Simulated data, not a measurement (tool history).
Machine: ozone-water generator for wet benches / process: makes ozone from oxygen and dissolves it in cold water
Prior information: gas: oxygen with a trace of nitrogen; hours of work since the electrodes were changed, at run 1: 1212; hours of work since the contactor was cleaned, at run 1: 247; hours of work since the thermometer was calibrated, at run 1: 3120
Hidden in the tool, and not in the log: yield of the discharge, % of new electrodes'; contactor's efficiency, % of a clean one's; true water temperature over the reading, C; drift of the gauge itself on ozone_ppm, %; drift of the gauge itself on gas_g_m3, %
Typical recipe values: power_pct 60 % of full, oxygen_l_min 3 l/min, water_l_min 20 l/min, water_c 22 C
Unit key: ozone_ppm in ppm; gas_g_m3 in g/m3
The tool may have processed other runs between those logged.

run	hour	power_pct	oxygen_l_min	water_l_min	water_c	hours of work since the electrodes were changed	hours of work since the contactor was cleaned	hours of work since the thermometer was calibrated	ozone_ppm	gas_g_m3
1	0	60	3	20	22	1212	247	3120	13.9	236.4
2	71.4	60	3	20	22	1262	297	3170	13.8	235.2
3	201.7	60	3	20	22	1354	388	3261	13.7	237.3
4	283.4	60	3	20	22	1411	445	3318	14	236.3
5	397.3	60	3	20	22	1490	525	3398	13.6	236.8
6	505.1	47	3	20	22	1566	601	3474	11.1	191.5
7	603	60	3	20	21	1634	669	3542	14	237.1
8	683.5	60	3	20	21	1691	725	3598	13.6	235.8
9	760	60	3	20	21	1744	779	3652	13.9	238.9
10	880.2	60	3	20	18	1828	863	3736	14.6	238.9
11	939.8	60	3	20	18	1870	905	3778	14.3	235.3
12	1029.4	60	3	20	18	1933	967	3840	14.4	238.5
13	1126.8	60	3	20	18	2001	1036	3909	14.4	238
14	1206.4	60	3	20	18	2057	1091	3964	14.3	235.5
15	1344.6	60	3	20	18	2153	1188	4061	14.3	235.2
16	1475.5	60	3	20	18	2245	1280	4153	14.3	236.5
17	1613.4	60	3	20	18	2342	1376	4249	14.5	234.7
18	1737.7	84	4.34	16	24	2429	1463	4336	22.8	257.9
19	1808.1	84	4.34	16	29	2478	1513	4385	21.1	260.7
20	1871.4	67	2.11	15	15	2522	1557	4430	20.4	309.6
21	1979.9	44	3	20	22	2598	1633	4506	10.5	179.8
22	2062	44	3	20	22	2656	1690	4563	10.4	179.8
23	2203.3	44	3	20	14	2754	1789	4662	11.3	179.4
24	2342.6	68	3.68	14	26	2852	1887	4760	20.8	231
25	2408	47	2.78	14	19	2898	1932	4805	16.7	196.4
26	2482	91	3.66	27	24	2950	1984	4857	13.9	302
27	2603.3	91	3.66	27	24	3034	2069	4942	14	299.9
# hour 2691: water thermometer calibrated
28	2722.8	64	3.02	31	29	3118	2152	22	7.9	246.9
29	2835.9	51	3	20	15	3197	2231	101	12.8	201.8
30	2925.1	51	3	20	15	3259	2294	164	12.9	202
31	3040.1	60	3	26	22	3340	2374	244	10.1	232.1
32	3133.9	42	5.35	31	18	3405	2440	310	7	129.4

Alternative continuations, all from the tool just after run 32; predict every row:
A	3263.3	48	2.31	20	15	3496	2531	401	?	?
B	3263.3	53	1.69	20	18	3496	2531	401	?	?
C	3263.3	60	3	21	22	3496	2531	401	?	?
D	3263.3	56	2.68	31	18	3496	2531	401	?	?
E	3263.3	65	3.97	13	22	3496	2531	401	?	?

run	ozone_ppm	gas_g_m3
A	11.6	217.5
B	11.2	276.1
C	13.1	231
D	7.8	231.7
E	23	216.2
The same runs, with their run-to-run variation unchanged, on a tool lacking any hidden condition would have given:
run	ozone_ppm	gas_g_m3
A	11.6	223.1
B	11.2	283.1
C	13.2	237
D	7.9	237.6
E	23.1	221.9

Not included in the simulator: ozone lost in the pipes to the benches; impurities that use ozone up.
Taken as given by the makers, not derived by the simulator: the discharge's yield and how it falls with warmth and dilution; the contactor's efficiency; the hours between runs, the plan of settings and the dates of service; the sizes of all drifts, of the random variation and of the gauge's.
